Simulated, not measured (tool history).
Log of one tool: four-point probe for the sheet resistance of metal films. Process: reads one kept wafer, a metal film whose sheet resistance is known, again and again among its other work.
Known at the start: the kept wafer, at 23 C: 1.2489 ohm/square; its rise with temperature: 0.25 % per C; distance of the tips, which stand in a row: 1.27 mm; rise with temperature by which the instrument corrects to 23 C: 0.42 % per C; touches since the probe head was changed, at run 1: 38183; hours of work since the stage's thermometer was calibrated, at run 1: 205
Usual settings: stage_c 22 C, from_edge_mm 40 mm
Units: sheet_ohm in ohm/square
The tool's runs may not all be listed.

run    hour  stage_c  from_edge_mm  touches since the probe head was changed  hours of work since the stage's thermometer was calibrated  sheet_ohm
  1     0.0       22            40                                     38183                                                         205   1.250975
  2   106.2       22            40                                     40658                                                         283   1.251395
  3   204.1       22            40                                     42939                                                         356   1.251671
  4   300.0       22            40                                     45174                                                         427   1.251162
  5   377.2       22            40                                     46973                                                         484   1.251482
  6   443.3       22            40                                     48512                                                         533   1.251896
  7   540.9       22            26                                     50786                                                         606   1.252351
  8   642.9       22            40                                     53165                                                         681   1.251789
  9   730.1       22            40                                     55196                                                         746   1.251553
 10   784.1       22            40                                     56454                                                         786   1.251919
 11   868.1       22            40                                     58411                                                         848   1.251895
 12   918.0       22            40                                     59575                                                         885   1.252217
 13  1020.8       22            40                                     61969                                                         961   1.251896
 14  1104.0       22            40                                     63908                                                        1023   1.251510
 15  1180.3       28            32                                     65687                                                        1080   1.240113
 16  1254.4       29            47                                     67414                                                        1135   1.237282
 17  1350.7       21            47                                     69656                                                        1206   1.253587
 18  1436.9       22             8                                     71665                                                        1270   1.268039
 19  1493.7       30             6                                     72989                                                        1312   1.264253
 20  1570.0       31            44                                     74766                                                        1369   1.233436
 21  1646.5       26             3                                     76550                                                        1425   1.351793
 22  1736.9       26             3                                     78657                                                        1492   1.351393
 23  1790.5       27            37                                     79906                                                        1532   1.242011
     1809.7  -- stage's thermometer calibrated
 24  1860.1       29            20                                     81516                                                          37   1.239675
 25  1956.7       33            13                                     83767                                                         109   1.235492
 26  2054.8       24             6                                     86053                                                         182   1.276102
 27  2161.2       22            12                                     88532                                                         261   1.258817

Forecast each of these 3 alternatives for the next run:
  A  2208.3       21             4                                     89630                                                         296          ?
  B  2208.3       19            40                                     89630                                                         296          ?
  C  2208.3       20            35                                     89630                                                         296          ?

run  sheet_ohm
  A   1.317497
  B   1.258233
  C   1.255686
Without the tool's hidden state the same runs would have given:
run  sheet_ohm
  A   1.317435
  B   1.258174
  C   1.255628

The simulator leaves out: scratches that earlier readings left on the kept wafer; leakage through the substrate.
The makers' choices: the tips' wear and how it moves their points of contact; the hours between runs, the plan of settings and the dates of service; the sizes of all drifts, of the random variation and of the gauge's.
